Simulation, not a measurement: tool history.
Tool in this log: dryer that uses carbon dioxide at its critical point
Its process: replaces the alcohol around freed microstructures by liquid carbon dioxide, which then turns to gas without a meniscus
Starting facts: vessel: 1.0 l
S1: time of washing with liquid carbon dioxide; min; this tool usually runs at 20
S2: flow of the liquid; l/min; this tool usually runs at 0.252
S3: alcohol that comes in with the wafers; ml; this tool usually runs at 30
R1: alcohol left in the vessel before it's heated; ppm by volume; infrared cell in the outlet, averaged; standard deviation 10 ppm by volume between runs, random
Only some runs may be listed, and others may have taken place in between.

| run | hour | S1 | S2 | S3 | R1 |
|---|---|---|---|---|---|
| 1 | 0.0 | 20 | 0.252 | 30 | 740 |
| 2 | 57.2 | 20 | 0.252 | 30 | 757 |
| 3 | 94.3 | 20 | 0.252 | 30 | 780 |
| 4 | 142.8 | 20 | 0.252 | 30 | 801 |
| 5 | 194.3 | 20 | 0.252 | 30 | 833 |
| 6 | 252.3 | 20 | 0.252 | 30 | 864 |
| 7 | 310.7 | 20 | 0.252 | 30 | 893 |
| 8 | 368.1 | 26 | 0.252 | 20 | 338 |
| 9 | 424.1 | 20 | 0.268 | 30 | 799 |
|  | 443.8 | inlet filter changed |
| 10 | 470.2 | 13 | 0.379 | 30 | 815 |
| 11 | 513.1 | 13 | 0.192 | 27 | 4177 |
| 12 | 553.0 | 13 | 0.192 | 27 | 4292 |

Here are 3 independent what-if runs from the current tool condition. What would each one return?
| A | 580.5 | 26 | 0.332 | 26 | ? |
| B | 580.5 | 24 | 0.252 | 28 | ? |
| C | 580.5 | 26 | 0.373 | 26 | ? |

| run | R1 |
|---|---|
| A | 261 |
| B | 495 |
| C | 251 |
With no hidden state in the tool, these same runs would have given:
| run | R1 |
|---|---|
| A | 30 |
| B | 250 |
| C | 19 |

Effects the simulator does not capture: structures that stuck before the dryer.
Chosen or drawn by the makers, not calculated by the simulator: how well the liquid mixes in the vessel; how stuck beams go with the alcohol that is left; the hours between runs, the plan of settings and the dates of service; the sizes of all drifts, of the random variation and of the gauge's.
